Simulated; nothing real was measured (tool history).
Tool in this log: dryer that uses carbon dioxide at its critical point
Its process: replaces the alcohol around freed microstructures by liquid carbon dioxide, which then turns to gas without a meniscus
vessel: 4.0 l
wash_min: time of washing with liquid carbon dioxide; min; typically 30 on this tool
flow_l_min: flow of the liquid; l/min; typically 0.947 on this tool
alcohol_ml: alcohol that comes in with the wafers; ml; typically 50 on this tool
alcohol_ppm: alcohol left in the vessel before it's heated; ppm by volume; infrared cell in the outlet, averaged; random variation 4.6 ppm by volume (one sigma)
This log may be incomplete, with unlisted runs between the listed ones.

{"run": 1, "hour": 0.0, "wash_min": 30, "flow_l_min": 0.947, "alcohol_ml": 50, "alcohol_ppm": 53}
{"run": 2, "hour": 6.4, "wash_min": 30, "flow_l_min": 0.947, "alcohol_ml": 29, "alcohol_ppm": 43}
{"run": 3, "hour": 13.3, "wash_min": 30, "flow_l_min": 0.947, "alcohol_ml": 29, "alcohol_ppm": 44}
{"run": 4, "hour": 17.5, "wash_min": 30, "flow_l_min": 0.947, "alcohol_ml": 50, "alcohol_ppm": 56}
{"run": 5, "hour": 26.1, "wash_min": 30, "flow_l_min": 0.947, "alcohol_ml": 50, "alcohol_ppm": 55}
{"run": 6, "hour": 30.4, "wash_min": 30, "flow_l_min": 0.947, "alcohol_ml": 50, "alcohol_ppm": 53}
{"run": 7, "hour": 39.2, "wash_min": 30, "flow_l_min": 0.947, "alcohol_ml": 44, "alcohol_ppm": 51}
{"run": 8, "hour": 47.2, "wash_min": 30, "flow_l_min": 0.947, "alcohol_ml": 36, "alcohol_ppm": 44}
{"run": 9, "hour": 52.3, "wash_min": 30, "flow_l_min": 0.947, "alcohol_ml": 36, "alcohol_ppm": 48}
{"run": 10, "hour": 56.5, "wash_min": 30, "flow_l_min": 0.947, "alcohol_ml": 36, "alcohol_ppm": 42}
{"run": 11, "hour": 65.2, "wash_min": 30, "flow_l_min": 0.947, "alcohol_ml": 50, "alcohol_ppm": 61}
{"run": 12, "hour": 73.0, "wash_min": 30, "flow_l_min": 1.036, "alcohol_ml": 50, "alcohol_ppm": 42}
{"run": 13, "hour": 79.2, "wash_min": 30, "flow_l_min": 1.036, "alcohol_ml": 50, "alcohol_ppm": 35}
{"run": 14, "hour": 86.4, "wash_min": 30, "flow_l_min": 1.036, "alcohol_ml": 50, "alcohol_ppm": 53}
{"run": 15, "hour": 94.1, "wash_min": 41, "flow_l_min": 1.013, "alcohol_ml": 50, "alcohol_ppm": 32}
{"run": 16, "hour": 98.0, "wash_min": 41, "flow_l_min": 1.013, "alcohol_ml": 50, "alcohol_ppm": 27}
{"run": 17, "hour": 105.2, "wash_min": 41, "flow_l_min": 1.013, "alcohol_ml": 50, "alcohol_ppm": 22}
{"run": 18, "hour": 114.1, "wash_min": 41, "flow_l_min": 1.013, "alcohol_ml": 50, "alcohol_ppm": 27}
{"run": 19, "hour": 122.9, "wash_min": 20, "flow_l_min": 0.947, "alcohol_ml": 50, "alcohol_ppm": 283}
{"run": 20, "hour": 129.8, "wash_min": 20, "flow_l_min": 0.947, "alcohol_ml": 50, "alcohol_ppm": 274}
{"run": 21, "hour": 133.9, "wash_min": 20, "flow_l_min": 0.947, "alcohol_ml": 50, "alcohol_ppm": 278}
{"run": 22, "hour": 139.7, "wash_min": 37, "flow_l_min": 0.947, "alcohol_ml": 50, "alcohol_ppm": 28}
{"run": 23, "hour": 145.6, "wash_min": 30, "flow_l_min": 0.947, "alcohol_ml": 38, "alcohol_ppm": 54}
{"run": 24, "hour": 152.5, "wash_min": 27, "flow_l_min": 0.947, "alcohol_ml": 58, "alcohol_ppm": 103}
{"run": 25, "hour": 158.6, "wash_min": 43, "flow_l_min": 0.947, "alcohol_ml": 119, "alcohol_ppm": 30}

What would each run have given without the hidden state, its run-to-run variation left as it was?
Hidden conditions of the tool in this case: flow that reaches the vessel past the clogged filter, %; alcohol in the recycled carbon dioxide, ppm; drift of the gauge itself on alcohol_ppm, %.
run=1 alcohol_ppm=27
run=2 alcohol_ppm=22
run=3 alcohol_ppm=22
run=4 alcohol_ppm=28
run=5 alcohol_ppm=26
run=6 alcohol_ppm=24
run=7 alcohol_ppm=24
run=8 alcohol_ppm=19
run=9 alcohol_ppm=23
run=10 alcohol_ppm=16
run=11 alcohol_ppm=31
run=12 alcohol_ppm=17
run=13 alcohol_ppm=10
run=14 alcohol_ppm=27
run=15 alcohol_ppm=15
run=16 alcohol_ppm=9
run=17 alcohol_ppm=4
run=18 alcohol_ppm=9
run=19 alcohol_ppm=174
run=20 alcohol_ppm=167
run=21 alcohol_ppm=169
run=22 alcohol_ppm=5
run=23 alcohol_ppm=22
run=24 alcohol_ppm=50
run=25 alcohol_ppm=7
